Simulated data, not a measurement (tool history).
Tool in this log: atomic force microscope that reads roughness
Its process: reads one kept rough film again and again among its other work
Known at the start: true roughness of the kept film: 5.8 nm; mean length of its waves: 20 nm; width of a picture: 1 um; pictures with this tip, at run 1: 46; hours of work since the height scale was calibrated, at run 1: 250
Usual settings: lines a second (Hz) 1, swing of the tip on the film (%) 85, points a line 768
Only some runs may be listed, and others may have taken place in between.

run	hour	lines a second (Hz)	swing of the tip on the film (%)	points a line	pictures with this tip	hours of work since the height scale was calibrated	roughness of the kept film (nm (root mean square))
1	0	1	85	768	46	250	4.113
2	12.1	1	85	768	58	256	4.119
3	23.7	1	85	768	70	262	4.112
4	31.2	1	60	768	78	266	4.403
5	39.8	3.69	60	768	87	270	4.129
6	50	1	85	768	98	275	4.127
7	56.2	1	85	768	104	278	4.089
8	62.1	1	85	768	110	281	4.092
9	72.8	1	85	768	121	286	4.084
10	85.9	1	65	768	135	292	4.369
11	97.6	0.64	85	768	147	298	4.245
12	110	0.96	69	768	160	304	4.307
13	120.6	1.8	60	765	170	309	4.282
14	133.3	1	85	485	184	315	4.069
15	139.1	0.52	85	464	190	318	4.214
16	146.2	0.52	85	464	197	321	4.224
17	152.9	1.06	90	464	204	325	3.943
18	159	1.06	90	464	210	328	3.953
19	167.6	1	70	768	219	332	4.312
20	181	2.27	61	565	233	338	4.223
21	189.4	2.27	61	565	242	342	4.2
22	195	3.44	63	449	247	345	4.038

Here are 3 independent what-if runs from the current tool condition. What would each one return?
A	205.2	1.1	56	692	258	350	?
B	205.2	1.05	72	449	258	350	?
C	205.2	3.44	63	428	258	350	?

run	roughness of the kept film (nm (root mean square))
A	4.402
B	4.24
C	4.032
Without the tool's unlogged condition, the same runs would have read:
run	roughness of the kept film (nm (root mean square))
A	4.416
B	4.254
C	4.044
